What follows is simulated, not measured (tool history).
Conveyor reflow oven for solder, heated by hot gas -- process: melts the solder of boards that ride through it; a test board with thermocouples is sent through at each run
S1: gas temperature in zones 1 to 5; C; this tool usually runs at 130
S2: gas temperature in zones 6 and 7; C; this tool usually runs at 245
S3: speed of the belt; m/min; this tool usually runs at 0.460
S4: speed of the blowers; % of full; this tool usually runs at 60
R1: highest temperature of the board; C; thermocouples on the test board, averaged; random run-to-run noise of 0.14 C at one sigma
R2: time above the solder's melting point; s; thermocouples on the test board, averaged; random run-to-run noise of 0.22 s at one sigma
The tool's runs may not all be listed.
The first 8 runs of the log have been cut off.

run,day,S1,S2,S3,S4,R1,R2
# day 15.788: flux residue cleaned out of gas plates and filters
9,16.438,130,233,0.460,60,214.5,71.4
10,17.700,130,233,0.460,60,214.6,71.4
11,19.567,130,245,0.460,60,225.3,82.0
12,21.267,130,245,0.460,60,225.0,82.2
13,22.812,130,241,0.460,60,221.7,78.9
14,24.012,130,241,0.460,60,221.9,79.1
15,25.471,130,257,0.460,60,235.8,91.1
16,27.671,130,245,0.528,86,226.1,73.0
# day 29.650: flux residue cleaned out of gas plates and filters
17,29.746,138,245,0.429,86,234.3,99.9
18,31.921,138,245,0.429,86,233.8,100.4
19,33.979,138,245,0.429,66,230.2,97.1
20,35.371,138,245,0.429,66,230.5,97.4
21,37.942,138,245,0.429,66,230.5,97.0
22,40.542,115,253,0.446,78,235.8,88.3
23,42.083,115,253,0.446,78,235.9,88.4
# day 43.550: flux residue cleaned out of gas plates and filters
24,43.917,130,245,0.460,62,225.8,83.4
# day 45.200: thermocouples of zones 6 and 7 changed
25,45.783,130,245,0.460,62,225.7,83.1
26,47.112,130,245,0.460,62,225.6,83.0
27,49.608,130,245,0.460,62,225.8,83.0
28,51.329,138,240,0.503,90,225.5,79.5
29,53.271,138,240,0.503,86,224.9,78.4
30,55.929,118,255,0.503,86,234.9,78.7

Each row is a separate what-if for the run after 30, all from the same tool condition, not one after another. Results?
# day 57.542: flux residue cleaned out of gas plates and filters
A,58.354,130,256,0.460,82,?,?
# day 57.542: flux residue cleaned out of gas plates and filters
B,58.354,130,252,0.446,60,?,?
# day 57.542: flux residue cleaned out of gas plates and filters
C,58.354,116,256,0.490,86,?,?
# day 57.542: flux residue cleaned out of gas plates and filters
D,58.354,118,255,0.378,86,?,?

run,R1,R2
A,240.7,94.0
B,232.8,91.8
C,237.0,81.6
D,245.2,114.2
Stripped of hidden state, with their random variation kept, the same runs would have yielded:
run,R1,R2
A,240.7,93.9
B,232.7,91.7
C,237.0,81.5
D,245.2,114.0

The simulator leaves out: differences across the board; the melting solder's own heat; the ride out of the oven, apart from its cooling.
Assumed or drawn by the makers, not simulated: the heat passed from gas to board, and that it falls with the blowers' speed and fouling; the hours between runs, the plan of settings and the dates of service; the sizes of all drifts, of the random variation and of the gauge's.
